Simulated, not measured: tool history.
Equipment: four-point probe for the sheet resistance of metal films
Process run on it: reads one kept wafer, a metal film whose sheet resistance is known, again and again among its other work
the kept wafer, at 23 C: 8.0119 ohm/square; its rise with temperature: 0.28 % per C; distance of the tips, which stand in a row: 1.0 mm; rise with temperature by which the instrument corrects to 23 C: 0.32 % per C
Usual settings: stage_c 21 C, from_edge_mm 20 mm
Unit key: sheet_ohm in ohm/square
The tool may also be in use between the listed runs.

Run 1, hour 0.0: usual settings. Result: sheet_ohm 8.046385 ohm/square.
Run 2, hour 61.1: usual settings. Result: sheet_ohm 8.042547 ohm/square.
Run 3, hour 107.5: usual settings. Result: sheet_ohm 8.040382 ohm/square.
Run 4, hour 158.1: usual settings. Result: sheet_ohm 8.037528 ohm/square.
Run 5, hour 233.0: usual settings but stage_c 18 C. Result: sheet_ohm 8.040512 ohm/square.
Run 6, hour 274.5: usual settings but from_edge_mm 58 mm. Result: sheet_ohm 8.019627 ohm/square.
Run 7, hour 306.8: usual settings but from_edge_mm 58 mm. Result: sheet_ohm 8.020230 ohm/square.
Run 8, hour 374.0: usual settings but from_edge_mm 58 mm. Result: sheet_ohm 8.018647 ohm/square.
Run 9, hour 441.0: usual settings but from_edge_mm 58 mm. Result: sheet_ohm 8.010415 ohm/square.
Run 10, hour 487.1: usual settings but stage_c 20 C. Result: sheet_ohm 8.022866 ohm/square.
At hour 509.2: stage's thermometer calibrated.
Run 11, hour 527.2: usual settings but stage_c 30 C. Result: sheet_ohm 7.991713 ohm/square.
Run 12, hour 589.2: usual settings but stage_c 33 C. Result: sheet_ohm 7.978782 ohm/square.
Run 13, hour 623.1: usual settings but stage_c 25 C. Result: sheet_ohm 8.003748 ohm/square.
Run 14, hour 693.4: usual settings but stage_c 25 C. Result: sheet_ohm 8.001016 ohm/square.
At hour 737.4: stage's thermometer calibrated, once more.
Run 15, hour 766.2: usual settings but stage_c 25 C. Result: sheet_ohm 7.976537 ohm/square.
Run 16, hour 833.6: usual settings. Result: sheet_ohm 7.985143 ohm/square.
Run 17, hour 876.6: usual settings. Result: sheet_ohm 7.987294 ohm/square.
Run 18, hour 945.7: usual settings. Result: sheet_ohm 7.984664 ohm/square.
Run 19, hour 1001.6: usual settings. Result: sheet_ohm 7.979076 ohm/square.
Run 20, hour 1039.0: usual settings. Result: sheet_ohm 7.978195 ohm/square.
Run 21, hour 1084.5: usual settings. Result: sheet_ohm 7.972351 ohm/square.
Run 22, hour 1144.9: usual settings. Result: sheet_ohm 7.967559 ohm/square.
Run 23, hour 1218.6: usual settings. Result: sheet_ohm 7.970229 ohm/square.
Run 24, hour 1290.0: usual settings. Result: sheet_ohm 7.963927 ohm/square.
Run 25, hour 1340.5: usual settings. Result: sheet_ohm 7.958055 ohm/square.
Run 26, hour 1413.1: usual settings. Result: sheet_ohm 7.955680 ohm/square.
Run 27, hour 1468.8: usual settings but stage_c 35 C, from_edge_mm 13 mm. Result: sheet_ohm 7.921390 ohm/square.
Run 28, hour 1534.4: usual settings but stage_c 22 C, from_edge_mm 31 mm. Result: sheet_ohm 7.942239 ohm/square.
Run 29, hour 1585.9: usual settings but stage_c 22 C, from_edge_mm 31 mm. Result: sheet_ohm 7.936952 ohm/square.
Run 30, hour 1635.8: usual settings but from_edge_mm 6 mm. Result: sheet_ohm 8.051518 ohm/square.
Run 31, hour 1709.7: usual settings but stage_c 19 C, from_edge_mm 40 mm. Result: sheet_ohm 7.936685 ohm/square.
Run 32, hour 1759.3: usual settings but stage_c 25 C, from_edge_mm 43 mm. Result: sheet_ohm 7.912610 ohm/square.
At hour 1775.7: new probe head fitted.
Run 33, hour 1804.5: usual settings but stage_c 32 C, from_edge_mm 14 mm. Result: sheet_ohm 7.964286 ohm/square.
Run 34, hour 1874.7: usual settings but from_edge_mm 72 mm. Result: sheet_ohm 7.974790 ohm/square.
Run 35, hour 1937.3: usual settings but from_edge_mm 72 mm. Result: sheet_ohm 7.967935 ohm/square.
Run 36, hour 1983.8: usual settings but stage_c 31 C, from_edge_mm 3 mm. Result: sheet_ohm 8.379654 ohm/square.
Run 37, hour 2037.5: usual settings but from_edge_mm 12 mm. Result: sheet_ohm 7.994875 ohm/square.
Run 38, hour 2101.4: usual settings but stage_c 20 C, from_edge_mm 6 mm. Result: sheet_ohm 8.082702 ohm/square.
Run 39, hour 2174.8: usual settings but stage_c 20 C, from_edge_mm 6 mm. Result: sheet_ohm 8.079872 ohm/square.
Run 40, hour 2213.9: usual settings but stage_c 34 C, from_edge_mm 59 mm. Result: sheet_ohm 7.916543 ohm/square.
Run 41, hour 2255.7: usual settings but stage_c 34 C, from_edge_mm 15 mm. Result: sheet_ohm 7.930890 ohm/square.
Run 42, hour 2315.7: usual settings but from_edge_mm 4 mm. Result: sheet_ohm 8.210220 ohm/square.
Run 43, hour 2350.8: usual settings but from_edge_mm 25 mm. Result: sheet_ohm 7.955178 ohm/square.
Run 44, hour 2390.7: usual settings but stage_c 20 C, from_edge_mm 45 mm. Result: sheet_ohm 7.951188 ohm/square.

Predict each of these 4 candidate next runs independently; none follows another, all start after run 44:
Run A, hour 2465.3: usual settings but stage_c 24 C, from_edge_mm 17 mm. Result: sheet_ohm ?.
Run B, hour 2465.3: usual settings but stage_c 20 C, from_edge_mm 9 mm. Result: sheet_ohm ?.
Run C, hour 2465.3: usual settings but stage_c 25 C, from_edge_mm 17 mm. Result: sheet_ohm ?.
Run D, hour 2465.3: usual settings but stage_c 28 C, from_edge_mm 22 mm. Result: sheet_ohm ?.

run  sheet_ohm
  A   7.947035
  B   7.996419
  C   7.943502
  D   7.927941
With the hidden condition removed and each run's random variation left untouched, the same runs would have given:
run  sheet_ohm
  A   8.023045
  B   8.072760
  C   8.019505
  D   8.003879

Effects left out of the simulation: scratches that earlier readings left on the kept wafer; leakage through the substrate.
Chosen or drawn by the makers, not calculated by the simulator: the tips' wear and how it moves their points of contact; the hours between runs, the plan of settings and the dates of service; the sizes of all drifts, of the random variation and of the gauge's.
